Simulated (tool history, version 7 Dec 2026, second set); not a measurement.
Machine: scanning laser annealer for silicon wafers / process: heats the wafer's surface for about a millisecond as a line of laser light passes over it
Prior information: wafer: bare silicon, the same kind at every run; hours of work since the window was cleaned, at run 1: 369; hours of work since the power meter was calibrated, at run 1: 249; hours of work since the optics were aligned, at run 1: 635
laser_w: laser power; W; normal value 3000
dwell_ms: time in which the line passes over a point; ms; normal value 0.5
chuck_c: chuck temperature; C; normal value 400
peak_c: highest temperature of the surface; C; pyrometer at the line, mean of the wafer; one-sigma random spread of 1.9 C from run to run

run,hour,laser_w,dwell_ms,chuck_c,hours of work since the window was cleaned,hours of work since the power meter was calibrated,hours of work since the optics were aligned,peak_c
1,0,3000,0.5,400,369,249,635,1143
2,9,3000,0.5,400,375,256,642,1146
3,13.2,3000,0.5,400,378,259,645,1145
4,22.3,2920,0.5,400,385,266,652,1121
5,27.5,2902,0.5,400,389,269,656,1109
6,35.3,2902,0.5,400,394,275,661,1113
7,39.1,3000,0.5,400,397,278,664,1142
8,44.1,3000,0.5,401,401,282,668,1145
9,50,3000,0.5,401,405,286,672,1143
10,53.8,3000,0.5,400,408,289,675,1140
11,62.4,3000,0.5,400,414,295,681,1140
12,69.8,3000,0.5,400,420,300,686,1144
13,76.1,3000,0.381,400,424,305,691,1054
14,81.5,3000,0.381,400,428,309,695,1053
15,90.8,3000,0.381,400,435,316,702,1051
16,99.7,3000,0.381,400,442,322,708,1053
17,106.8,3000,0.5,395,447,327,714,1134
18,116.2,3000,0.5,395,454,334,720,1139
19,120.4,3273,0.5,400,457,337,723,1232
20,126.2,3000,0.5,400,461,342,728,1141

Forecast run 21:
21,130.7,3000,0.519,400,464,345,731,?

Logged for run 21: peak_c 1154 C.
Without the tool's hidden state the same run would have given peak_c 1178 C.
